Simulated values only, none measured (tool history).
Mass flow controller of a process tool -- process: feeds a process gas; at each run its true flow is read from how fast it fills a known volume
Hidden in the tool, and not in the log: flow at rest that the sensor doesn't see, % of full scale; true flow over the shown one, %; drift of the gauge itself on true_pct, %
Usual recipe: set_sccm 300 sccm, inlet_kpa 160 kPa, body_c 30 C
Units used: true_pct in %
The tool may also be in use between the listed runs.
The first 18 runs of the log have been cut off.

run	hour	set_sccm	inlet_kpa	body_c	hours of work since the controller was set to zero	hours of work since the controller was changed	true_pct
19	1651.1	118	146	30	346	4706	100.96
20	1773.1	118	146	30	428	4789	101.06
21	1856.3	216	146	28	484	4845	101.16
22	1952	216	146	28	548	4909	101.01
23	2080	216	146	28	635	4995	101.08
24	2147.9	300	141	31	680	5041	101.39
25	2225	300	141	31	732	5093	101.29
26	2328.9	300	172	31	802	5163	101.51
27	2395.5	295	235	31	847	5208	101.68
28	2506.6	95	199	30	922	5283	101.52
29	2568.1	300	159	23	963	5324	101.22
30	2695.1	300	159	23	1049	5410	101.18

Alternative continuations, all from the tool just after run 30; predict every row:
A	2819.3	300	159	21	1133	5493	?
B	2819.3	300	190	29	1133	5493	?
C	2819.3	300	159	21	1133	5493	?

run	true_pct
A	101.17
B	101.69
C	101.27
The same runs, with their run-to-run variation unchanged, on a tool lacking any hidden condition would have given:
run	true_pct
A	99.34
B	99.85
C	99.43
